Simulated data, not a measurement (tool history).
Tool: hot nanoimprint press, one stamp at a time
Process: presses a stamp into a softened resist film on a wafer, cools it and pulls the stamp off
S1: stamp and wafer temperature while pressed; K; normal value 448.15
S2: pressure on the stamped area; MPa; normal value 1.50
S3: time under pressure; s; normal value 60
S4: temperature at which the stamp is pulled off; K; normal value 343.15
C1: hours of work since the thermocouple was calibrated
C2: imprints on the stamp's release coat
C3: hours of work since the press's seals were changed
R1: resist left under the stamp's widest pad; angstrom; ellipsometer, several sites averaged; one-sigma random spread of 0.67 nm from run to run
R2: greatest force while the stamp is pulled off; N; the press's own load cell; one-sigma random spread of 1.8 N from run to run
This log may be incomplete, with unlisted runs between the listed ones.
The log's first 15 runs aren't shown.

run   hour      S1    S2   S3      S4   C1   C2   C3    R1   R2
 16  231.8  442.15  2.18   40  343.15  212  322   71  1514   94
 17  243.5  442.15  2.18   66  343.15  220  356   79  1273   92
 18  260.3  448.15  1.50   96  343.15  231  404   90  1129   93
 19  272.0  448.15  2.15  114  345.15  239  438   98   887   92
 20  291.4  448.15  2.15  114  345.15  252  495  111   882   91
     303.3  -- stamp cleaned and given a new release coat
 21  316.3  439.15  1.11   39  329.15  264   37  123  1995  100
 22  330.5  439.15  2.33   39  329.15  274   78  132  1600  103
 23  349.5  448.15  1.50   46  343.15  286  133  145  1431   93
 24  359.7  448.15  1.07   60  347.15  293  163  152  1525   89
 25  370.1  448.15  1.07   60  347.15  300  193  159  1512   88
 26  383.6  458.15  1.50   33  343.15  309  232  168  1265   91

What does the tool deliver on the next run?
 27  395.8  451.15  1.27  70  343.15  317  268  176   ?   ?

{"run 27": {"R1": 1249, "R2": 94}}
Were there no unlogged condition in the tool, this run, its random variation unchanged, would have produced R1 1251 angstrom, R2 94 N.

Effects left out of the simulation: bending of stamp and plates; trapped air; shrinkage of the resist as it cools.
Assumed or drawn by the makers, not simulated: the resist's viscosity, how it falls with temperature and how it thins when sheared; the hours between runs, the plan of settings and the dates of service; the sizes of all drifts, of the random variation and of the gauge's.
